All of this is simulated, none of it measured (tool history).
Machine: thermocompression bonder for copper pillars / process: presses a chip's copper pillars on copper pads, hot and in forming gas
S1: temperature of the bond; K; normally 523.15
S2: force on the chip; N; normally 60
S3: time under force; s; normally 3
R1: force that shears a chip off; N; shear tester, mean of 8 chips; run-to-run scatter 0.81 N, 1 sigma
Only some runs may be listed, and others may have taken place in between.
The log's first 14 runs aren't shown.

Run 15, hour 164: usual settings but S1 508.15 K. Result: R1 46.4 N.
Run 16, hour 175.5: usual settings but S1 531.15 K, S2 56 N, S3 2 s. Result: R1 52.3 N.
Run 17, hour 183.9: usual settings but S1 531.15 K, S2 56 N, S3 2 s. Result: R1 51.1 N.
Run 18, hour 191.5: usual settings but S1 544.15 K, S2 56 N, S3 8 s. Result: R1 76.6 N.
At hour 207.7: forming gas filter changed.
Run 19, hour 208.5: usual settings but S1 544.15 K, S2 56 N, S3 2 s. Result: R1 65.8 N.
Run 20, hour 222.5: usual settings but S1 533.15 K, S2 56 N. Result: R1 65.2 N.
Run 21, hour 234.4: usual settings but S1 533.15 K, S2 81 N. Result: R1 78.4 N.
Run 22, hour 246.4: usual settings but S1 533.15 K, S2 81 N. Result: R1 77 N.
Run 23, hour 264.2: usual settings but S2 82 N, S3 6 s. Result: R1 81.2 N.
Run 24, hour 271.7: usual settings but S2 82 N, S3 6 s. Result: R1 81.4 N.
Run 25, hour 289.2: usual settings but S1 494.15 K, S2 45 N, S3 6 s. Result: R1 37.2 N.
Run 26, hour 307.4: usual settings but S1 552.15 K, S3 4 s. Result: R1 78.3 N.
Run 27, hour 325.4: usual settings but S1 552.15 K, S2 76 N, S3 4 s. Result: R1 81.4 N.
Run 28, hour 335.8: usual settings but S1 552.15 K, S2 62 N, S3 4 s. Result: R1 77.6 N.
Run 29, hour 351.3: usual settings but S2 55 N, S3 6 s. Result: R1 63.4 N.
Run 30, hour 369.6: usual settings but S1 504.15 K. Result: R1 44 N.

Branching from run 30: 3 alternative next runs. What would each branch give?
Run A, hour 385.1: usual settings but S1 504.15 K, S2 65 N, S3 9 s. Result: R1 ?.
Run B, hour 385.1: usual settings but S1 547.15 K, S3 2 s. Result: R1 ?.
Run C, hour 385.1: usual settings but S2 37 N, S3 4 s. Result: R1 ?.

run    R1
  A  63.8
  B    64
  C  39.5
With no hidden state in the tool, these same runs would have given:
run    R1
  A    73
  B  72.8
  C  46.3
